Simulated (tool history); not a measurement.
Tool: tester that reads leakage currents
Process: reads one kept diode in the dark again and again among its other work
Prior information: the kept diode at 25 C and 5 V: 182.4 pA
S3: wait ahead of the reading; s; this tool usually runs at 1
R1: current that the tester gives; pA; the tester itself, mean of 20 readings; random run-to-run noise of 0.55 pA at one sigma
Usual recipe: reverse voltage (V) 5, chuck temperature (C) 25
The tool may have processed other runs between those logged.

run 1 hour=0 | reverse_voltage_(V)=5 chuck_temperature_(C)=25 S3=1 | R1=192.67
run 2 hour=32.4 | reverse_voltage_(V)=5 chuck_temperature_(C)=25 S3=1 | R1=193.24
run 3 hour=64.6 | reverse_voltage_(V)=5 chuck_temperature_(C)=25 S3=1 | R1=194.46
run 4 hour=87.8 | reverse_voltage_(V)=5 chuck_temperature_(C)=25 S3=1 | R1=194.95
run 5 hour=103 | reverse_voltage_(V)=5 chuck_temperature_(C)=25 S3=1 | R1=194.21
run 6 hour=134.6 | reverse_voltage_(V)=5 chuck_temperature_(C)=25 S3=1 | R1=196.54
run 7 hour=154.9 | reverse_voltage_(V)=5 chuck_temperature_(C)=25 S3=1 | R1=197.01
run 8 hour=173.8 | reverse_voltage_(V)=5 chuck_temperature_(C)=25 S3=4.67 | R1=195.11
run 9 hour=197.8 | reverse_voltage_(V)=5 chuck_temperature_(C)=25 S3=1 | R1=197.31
run 10 hour=219.7 | reverse_voltage_(V)=5 chuck_temperature_(C)=54 S3=1 | R1=1663.68
run 11 hour=241.6 | reverse_voltage_(V)=5 chuck_temperature_(C)=25 S3=1 | R1=197.75
run 12 hour=260.3 | reverse_voltage_(V)=5 chuck_temperature_(C)=25 S3=1 | R1=198.46
run 13 hour=276.5 | reverse_voltage_(V)=5 chuck_temperature_(C)=45 S3=1 | R1=894.48
run 14 hour=306.3 | reverse_voltage_(V)=5 chuck_temperature_(C)=45 S3=1 | R1=901.67

Run 15 is up next; what results do you expect?
run 15 hour=322.8 | reverse_voltage_(V)=12.05 chuck_temperature_(C)=25 S3=1 | R1=?

R1: 306.99 pA
Take away the tool's hidden state, keep the run-to-run variation as it was, and the same run would have given R1 280.47 pA.
